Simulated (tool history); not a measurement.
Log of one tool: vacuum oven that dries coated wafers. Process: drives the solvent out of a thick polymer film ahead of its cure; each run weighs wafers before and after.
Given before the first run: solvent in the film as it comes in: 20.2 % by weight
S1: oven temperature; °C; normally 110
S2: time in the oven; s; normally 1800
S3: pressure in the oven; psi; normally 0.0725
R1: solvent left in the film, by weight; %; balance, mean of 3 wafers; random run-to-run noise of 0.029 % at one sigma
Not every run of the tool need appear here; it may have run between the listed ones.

Run 1, hour 0: usual settings. Result: R1 0.91 %.
Run 2, hour 112.9: usual settings but S2 2460 s. Result: R1 0.4 %.
Run 3, hour 208.4: usual settings but S2 2460 s. Result: R1 0.42 %.
Run 4, hour 284.8: usual settings. Result: R1 0.93 %.
Run 5, hour 336.9: usual settings. Result: R1 0.92 %.
Run 6, hour 423.6: usual settings. Result: R1 0.93 %.
Run 7, hour 519.5: usual settings but S1 123 °C, S2 1380 s, S3 0.2434 psi. Result: R1 0.3 %.
Run 8, hour 608.1: usual settings but S1 108 °C, S2 2520 s, S3 0.0383 psi. Result: R1 0.52 %.
At hour 620.2: vacuum gauge cleaned of residue and calibrated.
Run 9, hour 698.5: usual settings but S1 108 °C, S2 2520 s, S3 0.0383 psi. Result: R1 0.65 %.
Run 10, hour 746: usual settings but S1 108 °C, S2 2520 s, S3 0.0383 psi. Result: R1 0.63 %.
Run 11, hour 829.9: usual settings but S1 108 °C, S2 2520 s, S3 0.0383 psi. Result: R1 0.61 %.
Run 12, hour 879.7: usual settings but S1 108 °C, S2 1680 s, S3 0.2838 psi. Result: R1 1.81 %.

Forecast each of these 3 alternatives for the next run:
Run A, hour 936: usual settings but S1 108 °C, S2 1020 s, S3 0.2838 psi. Result: R1 ?.
Run B, hour 936: usual settings but S2 2940 s, S3 0.2032 psi. Result: R1 ?.
Run C, hour 936: usual settings but S1 105 °C, S2 2880 s, S3 0.1443 psi. Result: R1 ?.

run    R1
  A  3.85
  B  0.55
  C  0.88
The same runs, with their run-to-run variation unchanged, on a tool lacking any hidden condition would have given:
run    R1
  A   4.1
  B  0.44
  C  0.82

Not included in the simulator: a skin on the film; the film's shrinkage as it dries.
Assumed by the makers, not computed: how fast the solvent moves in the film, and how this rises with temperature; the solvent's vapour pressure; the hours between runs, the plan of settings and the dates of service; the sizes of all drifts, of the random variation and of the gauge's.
